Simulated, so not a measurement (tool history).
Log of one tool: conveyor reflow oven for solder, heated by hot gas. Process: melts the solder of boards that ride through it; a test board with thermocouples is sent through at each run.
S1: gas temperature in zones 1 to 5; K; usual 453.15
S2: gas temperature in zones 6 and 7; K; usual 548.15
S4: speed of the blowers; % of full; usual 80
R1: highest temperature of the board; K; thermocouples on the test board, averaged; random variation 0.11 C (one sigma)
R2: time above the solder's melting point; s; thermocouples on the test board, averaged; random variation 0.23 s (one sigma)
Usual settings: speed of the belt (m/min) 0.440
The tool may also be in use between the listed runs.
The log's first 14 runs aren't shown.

Run 15, hour 818.3: usual settings but S2 552.15 K. Result: R1 537.45 K, R2 71.6 s.
Run 16, hour 874.0: usual settings but S2 543.15 K, S4 82 % of full. Result: R1 529.75 K, R2 67.3 s.
Run 17, hour 925.5: usual settings but S2 543.15 K, S4 82 % of full. Result: R1 529.75 K, R2 67.3 s.
Run 18, hour 971.6: usual settings but S1 447.15 K, S2 543.15 K, speed of the belt (m/min) 0.439, S4 82 % of full. Result: R1 528.95 K, R2 64.4 s.
At hour 987.2: belt drive overhauled, speed set with a stopwatch.
At hour 1028.3: flux residue cleaned out of gas plates and filters.
Run 19, hour 1028.3: usual settings but S1 441.15 K, speed of the belt (m/min) 0.412, S4 70 % of full. Result: R1 532.55 K, R2 68.8 s.
Run 20, hour 1088.2: usual settings but S2 538.15 K, S4 66 % of full. Result: R1 522.95 K, R2 61.3 s.
Run 21, hour 1162.5: usual settings but S1 456.15 K, speed of the belt (m/min) 0.444, S4 52 % of full. Result: R1 528.95 K, R2 65.9 s.
Run 22, hour 1227.4: usual settings but S1 465.15 K, S2 540.15 K. Result: R1 528.75 K, R2 71.9 s.
Run 23, hour 1283.5: usual settings but S1 465.15 K, S2 540.15 K, S4 81 % of full. Result: R1 528.65 K, R2 71.9 s.
Run 24, hour 1337.1: usual settings but S4 61 % of full. Result: R1 530.55 K, R2 67.3 s.
Run 25, hour 1409.3: usual settings but S1 455.15 K, S2 539.15 K, S4 88 % of full. Result: R1 527.15 K, R2 66.7 s.
Run 26, hour 1471.8: usual settings but S1 454.15 K, S2 539.15 K, S4 88 % of full. Result: R1 527.15 K, R2 66.2 s.

Forecast run 27:
At hour 1518.8: flux residue cleaned out of gas plates and filters.
Run 27, hour 1534.2: usual settings but S1 454.15 K, S2 539.15 K, S4 88 % of full. Result: R1 ?, R2 ?.

R1: 527.15 K
R2: 66.1 s
Without the tool's hidden state the same run would have given R1 527.15 K, R2 66.1 s.
